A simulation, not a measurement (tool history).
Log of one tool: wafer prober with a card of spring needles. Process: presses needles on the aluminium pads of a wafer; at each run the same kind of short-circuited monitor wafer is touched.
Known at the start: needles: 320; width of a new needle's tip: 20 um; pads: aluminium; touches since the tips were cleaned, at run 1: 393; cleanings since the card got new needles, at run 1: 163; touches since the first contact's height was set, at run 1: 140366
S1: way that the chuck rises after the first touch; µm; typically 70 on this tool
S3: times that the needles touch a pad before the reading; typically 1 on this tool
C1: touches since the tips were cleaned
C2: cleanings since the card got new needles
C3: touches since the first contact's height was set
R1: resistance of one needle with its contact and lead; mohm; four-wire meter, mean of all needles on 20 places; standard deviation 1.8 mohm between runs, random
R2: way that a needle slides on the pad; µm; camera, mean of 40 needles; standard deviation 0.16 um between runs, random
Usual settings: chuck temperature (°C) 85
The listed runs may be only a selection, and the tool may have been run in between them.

Run 1, hour 0.0: usual settings; C1 393; C2 163; C3 140366. Result: R1 183 mohm, R2 15.70 µm.
At hour 2.8: tips cleaned on abrasive film.
At hour 5.5: tips cleaned on abrasive film.
At hour 8.3: tips cleaned on abrasive film.
At hour 11.7: tips cleaned on abrasive film.
At hour 15.1: tips cleaned on abrasive film.
At hour 17.9: tips cleaned on abrasive film.
At hour 21.3: tips cleaned on abrasive film.
At hour 24.7: tips cleaned on abrasive film.
At hour 28.2: tips cleaned on abrasive film.
At hour 30.9: tips cleaned on abrasive film.
Run 2, hour 33.1: usual settings; C1 1619; C2 173; C3 164401. Result: R1 181 mohm, R2 15.50 µm.
At hour 33.8: tips cleaned on abrasive film.
At hour 36.6: tips cleaned on abrasive film.
At hour 39.4: tips cleaned on abrasive film.
At hour 42.8: tips cleaned on abrasive film.
At hour 45.6: tips cleaned on abrasive film.
At hour 49.0: tips cleaned on abrasive film.
At hour 51.7: tips cleaned on abrasive film.
At hour 55.2: tips cleaned on abrasive film.
At hour 57.9: tips cleaned on abrasive film.
At hour 61.3: tips cleaned on abrasive film.
At hour 64.8: tips cleaned on abrasive film.
Run 3, hour 66.1: usual settings; C1 1003; C2 184; C3 188317. Result: R1 182 mohm, R2 15.66 µm.
At hour 68.2: tips cleaned on abrasive film.
At hour 71.6: tips cleaned on abrasive film.
At hour 74.4: tips cleaned on abrasive film.
At hour 77.8: tips cleaned on abrasive film.
At hour 80.6: tips cleaned on abrasive film.
At hour 84.0: tips cleaned on abrasive film.
At hour 87.4: tips cleaned on abrasive film.
At hour 90.8: tips cleaned on abrasive film.
At hour 94.2: tips cleaned on abrasive film.
At hour 97.0: tips cleaned on abrasive film.
Run 4, hour 97.2: usual settings; C1 177; C2 194; C3 210893. Result: R1 182 mohm, R2 15.73 µm.
At hour 100.0: tips cleaned on abrasive film.
At hour 102.8: tips cleaned on abrasive film.
At hour 106.2: tips cleaned on abrasive film.
At hour 108.9: tips cleaned on abrasive film.
At hour 112.4: tips cleaned on abrasive film.
At hour 115.8: tips cleaned on abrasive film.
At hour 118.6: tips cleaned on abrasive film.
At hour 122.0: tips cleaned on abrasive film.
Run 5, hour 122.7: usual settings but S3 2; C1 536; C2 202; C3 229362. Result: R1 182 mohm, R2 15.69 µm.
At hour 124.8: tips cleaned on abrasive film.
At hour 128.2: tips cleaned on abrasive film.
At hour 131.6: tips cleaned on abrasive film.
At hour 135.1: tips cleaned on abrasive film.
At hour 137.8: tips cleaned on abrasive film.
At hour 141.3: tips cleaned on abrasive film.
At hour 142.9: height of the first contact set anew.
At hour 144.3: tips cleaned on abrasive film.
At hour 147.7: tips cleaned on abrasive film.
At hour 151.2: tips cleaned on abrasive film.
Run 6, hour 151.3: usual settings but S3 2; C1 126; C2 211; C3 6103. Result: R1 184 mohm, R2 15.58 µm.
At hour 154.1: tips cleaned on abrasive film.
At hour 156.9: tips cleaned on abrasive film.
At hour 160.3: tips cleaned on abrasive film.
At hour 163.7: tips cleaned on abrasive film.
At hour 166.5: tips cleaned on abrasive film.
At hour 169.9: tips cleaned on abrasive film.
At hour 172.6: tips cleaned on abrasive film.
At hour 176.1: tips cleaned on abrasive film.
At hour 178.8: tips cleaned on abrasive film.
At hour 182.3: tips cleaned on abrasive film.
Run 7, hour 183.4: usual settings but S3 2; C1 871; C2 221; C3 29390. Result: R1 184 mohm, R2 15.65 µm.
At hour 185.5: tips cleaned on abrasive film.
At hour 188.9: tips cleaned on abrasive film.
At hour 192.4: tips cleaned on abrasive film.
At hour 195.8: tips cleaned on abrasive film.
At hour 198.5: tips cleaned on abrasive film.
At hour 201.3: tips cleaned on abrasive film.
At hour 204.7: tips cleaned on abrasive film.
At hour 208.2: tips cleaned on abrasive film.
At hour 211.6: tips cleaned on abrasive film.
At hour 214.3: tips cleaned on abrasive film.
At hour 217.8: tips cleaned on abrasive film.
Run 8, hour 217.9: usual settings but S3 2; C1 124; C2 232; C3 54421. Result: R1 182 mohm, R2 16.00 µm.
At hour 220.7: tips cleaned on abrasive film.
At hour 224.1: tips cleaned on abrasive film.
At hour 227.5: tips cleaned on abrasive film.
At hour 231.0: tips cleaned on abrasive film.
At hour 233.7: tips cleaned on abrasive film.
At hour 237.2: tips cleaned on abrasive film.
At hour 239.9: tips cleaned on abrasive film.
At hour 243.3: tips cleaned on abrasive film.
At hour 246.8: tips cleaned on abrasive film.
Run 9, hour 248.4: usual settings but S3 2; C1 1201; C2 241; C3 76544. Result: R1 183 mohm, R2 15.53 µm.
At hour 249.8: tips cleaned on abrasive film.
At hour 252.6: tips cleaned on abrasive film.
At hour 256.0: tips cleaned on abrasive film.
At hour 259.4: tips cleaned on abrasive film.
At hour 262.8: tips cleaned on abrasive film.
Run 10, hour 263.7: usual settings but S3 2; C1 630; C2 246; C3 87634. Result: R1 183 mohm, R2 15.73 µm.
At hour 265.8: tips cleaned on abrasive film.
At hour 269.2: tips cleaned on abrasive film.
At hour 271.9: tips cleaned on abrasive film.
At hour 275.4: tips cleaned on abrasive film.
At hour 278.8: tips cleaned on abrasive film.
Run 11, hour 279.4: usual settings but S1 69 µm; C1 487; C2 251; C3 99082. Result: R1 182 mohm, R2 15.42 µm.
At hour 282.2: tips cleaned on abrasive film.
At hour 285.0: tips cleaned on abrasive film.
At hour 288.4: tips cleaned on abrasive film.
At hour 291.2: tips cleaned on abrasive film.
At hour 294.6: tips cleaned on abrasive film.
At hour 297.3: tips cleaned on abrasive film.
At hour 300.8: tips cleaned on abrasive film.
At hour 304.2: tips cleaned on abrasive film.
Run 12, hour 305.3: usual settings but S1 69 µm; C1 808; C2 259; C3 117822. Result: R1 182 mohm, R2 15.33 µm.
At hour 307.4: tips cleaned on abrasive film.
At hour 310.1: tips cleaned on abrasive film.
At hour 313.5: tips cleaned on abrasive film.
At hour 325.5: card fitted with new needles.
At hour 329.0: tips cleaned on abrasive film.
At hour 332.4: tips cleaned on abrasive film.
At hour 335.8: tips cleaned on abrasive film.
At hour 339.2: tips cleaned on abrasive film.
At hour 342.7: tips cleaned on abrasive film.
At hour 345.4: tips cleaned on abrasive film.
Run 13, hour 347.5: usual settings but S1 54 µm, chuck temperature (°C) 62; C1 1548; C2 6; C3 15994. Result: R1 182 mohm, R2 12.07 µm.
At hour 348.3: tips cleaned on abrasive film.
At hour 351.0: tips cleaned on abrasive film.
At hour 354.4: tips cleaned on abrasive film.
At hour 357.2: tips cleaned on abrasive film.
At hour 360.0: tips cleaned on abrasive film.
At hour 363.4: tips cleaned on abrasive film.
At hour 366.8: tips cleaned on abrasive film.
At hour 370.2: tips cleaned on abrasive film.
At hour 373.0: tips cleaned on abrasive film.
At hour 376.4: tips cleaned on abrasive film.
At hour 379.2: tips cleaned on abrasive film.
Run 14, hour 379.5: usual settings but S1 68 µm, chuck temperature (°C) 87; C1 234; C2 17; C3 39138. Result: R1 183 mohm, R2 15.33 µm.
At hour 382.2: tips cleaned on abrasive film.
At hour 385.0: tips cleaned on abrasive film.
At hour 388.4: tips cleaned on abrasive film.
At hour 391.9: tips cleaned on abrasive film.
At hour 394.6: tips cleaned on abrasive film.
At hour 398.0: tips cleaned on abrasive film.
At hour 401.5: tips cleaned on abrasive film.
Run 15, hour 401.8: usual settings but S1 53 µm, chuck temperature (°C) 59; C1 232; C2 24; C3 55311. Result: R1 180 mohm, R2 11.58 µm.
At hour 404.5: tips cleaned on abrasive film.
At hour 407.3: tips cleaned on abrasive film.
At hour 410.1: tips cleaned on abrasive film.
At hour 413.5: tips cleaned on abrasive film.
At hour 416.9: tips cleaned on abrasive film.
At hour 420.3: tips cleaned on abrasive film.
At hour 423.8: tips cleaned on abrasive film.
Run 16, hour 425.4: usual settings but S1 53 µm, chuck temperature (°C) 59; C1 1260; C2 31; C3 72510. Result: R1 182 mohm, R2 11.70 µm.
At hour 426.9: tips cleaned on abrasive film.
At hour 429.6: tips cleaned on abrasive film.
At hour 433.0: tips cleaned on abrasive film.
At hour 435.8: tips cleaned on abrasive film.
At hour 439.2: tips cleaned on abrasive film.
At hour 442.0: tips cleaned on abrasive film.
At hour 445.4: tips cleaned on abrasive film.
At hour 448.8: tips cleaned on abrasive film.
At hour 451.6: tips cleaned on abrasive film.
At hour 455.0: tips cleaned on abrasive film.
Run 17, hour 455.1: usual settings but S1 80 µm, S3 2; C1 89; C2 41; C3 94017. Result: R1 179 mohm, R2 17.94 µm.
At hour 457.9: tips cleaned on abrasive film.
At hour 460.7: tips cleaned on abrasive film.
At hour 464.1: tips cleaned on abrasive film.
At hour 467.5: tips cleaned on abrasive film.
At hour 470.3: tips cleaned on abrasive film.
At hour 473.7: tips cleaned on abrasive film.
At hour 477.1: tips cleaned on abrasive film.
Run 18, hour 478.7: usual settings but S1 80 µm, S3 2; C1 1216; C2 48; C3 111171. Result: R1 183 mohm, R2 17.82 µm.
At hour 480.2: tips cleaned on abrasive film.
At hour 482.9: tips cleaned on abrasive film.
At hour 485.7: tips cleaned on abrasive film.
At hour 489.1: tips cleaned on abrasive film.
At hour 492.5: tips cleaned on abrasive film.
At hour 496.0: tips cleaned on abrasive film.
At hour 498.7: tips cleaned on abrasive film.
At hour 502.2: tips cleaned on abrasive film.
At hour 505.6: tips cleaned on abrasive film.
At hour 509.0: tips cleaned on abrasive film.
Run 19, hour 510.0: usual settings but S1 80 µm, chuck temperature (°C) 119, S3 2; C1 764; C2 58; C3 133853. Result: R1 188 mohm, R2 18.03 µm.
At hour 512.1: tips cleaned on abrasive film.
At hour 515.5: tips cleaned on abrasive film.
At hour 519.0: tips cleaned on abrasive film.
At hour 522.4: tips cleaned on abrasive film.
At hour 525.8: tips cleaned on abrasive film.
At hour 529.2: tips cleaned on abrasive film.
At hour 532.7: tips cleaned on abrasive film.
Run 20, hour 532.8: usual settings but S1 80 µm, chuck temperature (°C) 119, S3 2; C1 74; C2 65; C3 150363. Result: R1 188 mohm, R2 17.98 µm.

What differs in the tool's unlogged condition from the final listed run ahead of each entry between runs to the first listed run following it?
Run 1 -> run 2: tips cleaned on abrasive film (hour 2.8); tips cleaned on abrasive film (hour 5.5); tips cleaned on abrasive film (hour 8.3); tips cleaned on abrasive film (hour 11.7); tips cleaned on abrasive film (hour 15.1); tips cleaned on abrasive film (hour 17.9); tips cleaned on abrasive film (hour 21.3); tips cleaned on abrasive film (hour 24.7); tips cleaned on abrasive film (hour 28.2); tips cleaned on abrasive film (hour 30.9)
  debris on the tips, nm: 0.1 -> 0.2; way that the needles fall short of the set height, um: 0.02 -> 0.03
Run 2 -> run 3: tips cleaned on abrasive film (hour 33.8); tips cleaned on abrasive film (hour 36.6); tips cleaned on abrasive film (hour 39.4); tips cleaned on abrasive film (hour 42.8); tips cleaned on abrasive film (hour 45.6); tips cleaned on abrasive film (hour 49.0); tips cleaned on abrasive film (hour 51.7); tips cleaned on abrasive film (hour 55.2); tips cleaned on abrasive film (hour 57.9); tips cleaned on abrasive film (hour 61.3); tips cleaned on abrasive film (hour 64.8)
  debris on the tips, nm: 0.2 -> 0.1
Run 3 -> run 4: tips cleaned on abrasive film (hour 68.2); tips cleaned on abrasive film (hour 71.6); tips cleaned on abrasive film (hour 74.4); tips cleaned on abrasive film (hour 77.8); tips cleaned on abrasive film (hour 80.6); tips cleaned on abrasive film (hour 84.0); tips cleaned on abrasive film (hour 87.4); tips cleaned on abrasive film (hour 90.8); tips cleaned on abrasive film (hour 94.2); tips cleaned on abrasive film (hour 97.0)
  debris on the tips, nm: 0.1 -> 0; tips' diameter, um: 20.02 -> 20.03
Run 4 -> run 5: tips cleaned on abrasive film (hour 100.0); tips cleaned on abrasive film (hour 102.8); tips cleaned on abrasive film (hour 106.2); tips cleaned on abrasive film (hour 108.9); tips cleaned on abrasive film (hour 112.4); tips cleaned on abrasive film (hour 115.8); tips cleaned on abrasive film (hour 118.6); tips cleaned on abrasive film (hour 122.0)
  debris on the tips, nm: 0 -> 0.1; way that the needles fall short of the set height, um: 0.03 -> 0.04
Run 5 -> run 6: tips cleaned on abrasive film (hour 124.8); tips cleaned on abrasive film (hour 128.2); tips cleaned on abrasive film (hour 131.6); tips cleaned on abrasive film (hour 135.1); tips cleaned on abrasive film (hour 137.8); tips cleaned on abrasive film (hour 141.3); height of the first contact set anew (hour 142.9); tips cleaned on abrasive film (hour 144.3); tips cleaned on abrasive film (hour 147.7); tips cleaned on abrasive film (hour 151.2)
  debris on the tips, nm: 0.1 -> 0; way that the needles fall short of the set height, um: 0.04 -> 0
Run 6 -> run 7: tips cleaned on abrasive film (hour 154.1); tips cleaned on abrasive film (hour 156.9); tips cleaned on abrasive film (hour 160.3); tips cleaned on abrasive film (hour 163.7); tips cleaned on abrasive film (hour 166.5); tips cleaned on abrasive film (hour 169.9); tips cleaned on abrasive film (hour 172.6); tips cleaned on abrasive film (hour 176.1); tips cleaned on abrasive film (hour 178.8); tips cleaned on abrasive film (hour 182.3)
  debris on the tips, nm: 0 -> 0.1
Run 7 -> run 8: tips cleaned on abrasive film (hour 185.5); tips cleaned on abrasive film (hour 188.9); tips cleaned on abrasive film (hour 192.4); tips cleaned on abrasive film (hour 195.8); tips cleaned on abrasive film (hour 198.5); tips cleaned on abrasive film (hour 201.3); tips cleaned on abrasive film (hour 204.7); tips cleaned on abrasive film (hour 208.2); tips cleaned on abrasive film (hour 211.6); tips cleaned on abrasive film (hour 214.3); tips cleaned on abrasive film (hour 217.8)
  debris on the tips, nm: 0.1 -> 0; way that the needles fall short of the set height, um: 0 -> 0.01
Run 8 -> run 9: tips cleaned on abrasive film (hour 220.7); tips cleaned on abrasive film (hour 224.1); tips cleaned on abrasive film (hour 227.5); tips cleaned on abrasive film (hour 231.0); tips cleaned on abrasive film (hour 233.7); tips cleaned on abrasive film (hour 237.2); tips cleaned on abrasive film (hour 239.9); tips cleaned on abrasive film (hour 243.3); tips cleaned on abrasive film (hour 246.8)
  debris on the tips, nm: 0 -> 0.1
Run 9 -> run 10: tips cleaned on abrasive film (hour 249.8); tips cleaned on abrasive film (hour 252.6); tips cleaned on abrasive film (hour 256.0); tips cleaned on abrasive film (hour 259.4); tips cleaned on abrasive film (hour 262.8)
  both runs share identical hidden conditions
Run 10 -> run 11: tips cleaned on abrasive film (hour 265.8); tips cleaned on abrasive film (hour 269.2); tips cleaned on abrasive film (hour 271.9); tips cleaned on abrasive film (hour 275.4); tips cleaned on abrasive film (hour 278.8)
  way that the needles fall short of the set height, um: 0.01 -> 0.02
Run 11 -> run 12: tips cleaned on abrasive film (hour 282.2); tips cleaned on abrasive film (hour 285.0); tips cleaned on abrasive film (hour 288.4); tips cleaned on abrasive film (hour 291.2); tips cleaned on abrasive film (hour 294.6); tips cleaned on abrasive film (hour 297.3); tips cleaned on abrasive film (hour 300.8); tips cleaned on abrasive film (hour 304.2)
  both runs share identical hidden conditions
Run 12 -> run 13: tips cleaned on abrasive film (hour 307.4); tips cleaned on abrasive film (hour 310.1); tips cleaned on abrasive film (hour 313.5); card fitted with new needles (hour 325.5); tips cleaned on abrasive film (hour 329.0); tips cleaned on abrasive film (hour 332.4); tips cleaned on abrasive film (hour 335.8); tips cleaned on abrasive film (hour 339.2); tips cleaned on abrasive film (hour 342.7); tips cleaned on abrasive film (hour 345.4)
  debris on the tips, nm: 0.1 -> 0.2; way that the needles fall short of the set height, um: 0.02 -> 0; tips' diameter, um: 20.03 -> 20
Run 13 -> run 14: tips cleaned on abrasive film (hour 348.3); tips cleaned on abrasive film (hour 351.0); tips cleaned on abrasive film (hour 354.4); tips cleaned on abrasive film (hour 357.2); tips cleaned on abrasive film (hour 360.0); tips cleaned on abrasive film (hour 363.4); tips cleaned on abrasive film (hour 366.8); tips cleaned on abrasive film (hour 370.2); tips cleaned on abrasive film (hour 373.0); tips cleaned on abrasive film (hour 376.4); tips cleaned on abrasive film (hour 379.2)
  debris on the tips, nm: 0.2 -> 0; way that the needles fall short of the set height, um: 0 -> 0.01
Run 14 -> run 15: tips cleaned on abrasive film (hour 382.2); tips cleaned on abrasive film (hour 385.0); tips cleaned on abrasive film (hour 388.4); tips cleaned on abrasive film (hour 391.9); tips cleaned on abrasive film (hour 394.6); tips cleaned on abrasive film (hour 398.0); tips cleaned on abrasive film (hour 401.5)
  debris on the tips, nm: 0 -> 0.1
Run 15 -> run 16: tips cleaned on abrasive film (hour 404.5); tips cleaned on abrasive film (hour 407.3); tips cleaned on abrasive film (hour 410.1); tips cleaned on abrasive film (hour 413.5); tips cleaned on abrasive film (hour 416.9); tips cleaned on abrasive film (hour 420.3); tips cleaned on abrasive film (hour 423.8)
  both runs share identical hidden conditions
Run 16 -> run 17: tips cleaned on abrasive film (hour 426.9); tips cleaned on abrasive film (hour 429.6); tips cleaned on abrasive film (hour 433.0); tips cleaned on abrasive film (hour 435.8); tips cleaned on abrasive film (hour 439.2); tips cleaned on abrasive film (hour 442.0); tips cleaned on abrasive film (hour 445.4); tips cleaned on abrasive film (hour 448.8); tips cleaned on abrasive film (hour 451.6); tips cleaned on abrasive film (hour 455.0)
  debris on the tips, nm: 0.1 -> 0; way that the needles fall short of the set height, um: 0.01 -> 0.02; tips' diameter, um: 20 -> 20.01
Run 17 -> run 18: tips cleaned on abrasive film (hour 457.9); tips cleaned on abrasive film (hour 460.7); tips cleaned on abrasive film (hour 464.1); tips cleaned on abrasive film (hour 467.5); tips cleaned on abrasive film (hour 470.3); tips cleaned on abrasive film (hour 473.7); tips cleaned on abrasive film (hour 477.1)
  debris on the tips, nm: 0 -> 0.1
Run 18 -> run 19: tips cleaned on abrasive film (hour 480.2); tips cleaned on abrasive film (hour 482.9); tips cleaned on abrasive film (hour 485.7); tips cleaned on abrasive film (hour 489.1); tips cleaned on abrasive film (hour 492.5); tips cleaned on abrasive film (hour 496.0); tips cleaned on abrasive film (hour 498.7); tips cleaned on abrasive film (hour 502.2); tips cleaned on abrasive film (hour 505.6); tips cleaned on abrasive film (hour 509.0)
  both runs share identical hidden conditions
Run 19 -> run 20: tips cleaned on abrasive film (hour 512.1); tips cleaned on abrasive film (hour 515.5); tips cleaned on abrasive film (hour 519.0); tips cleaned on abrasive film (hour 522.4); tips cleaned on abrasive film (hour 525.8); tips cleaned on abrasive film (hour 529.2); tips cleaned on abrasive film (hour 532.7)
  debris on the tips, nm: 0.1 -> 0; way that the needles fall short of the set height, um: 0.02 -> 0.03
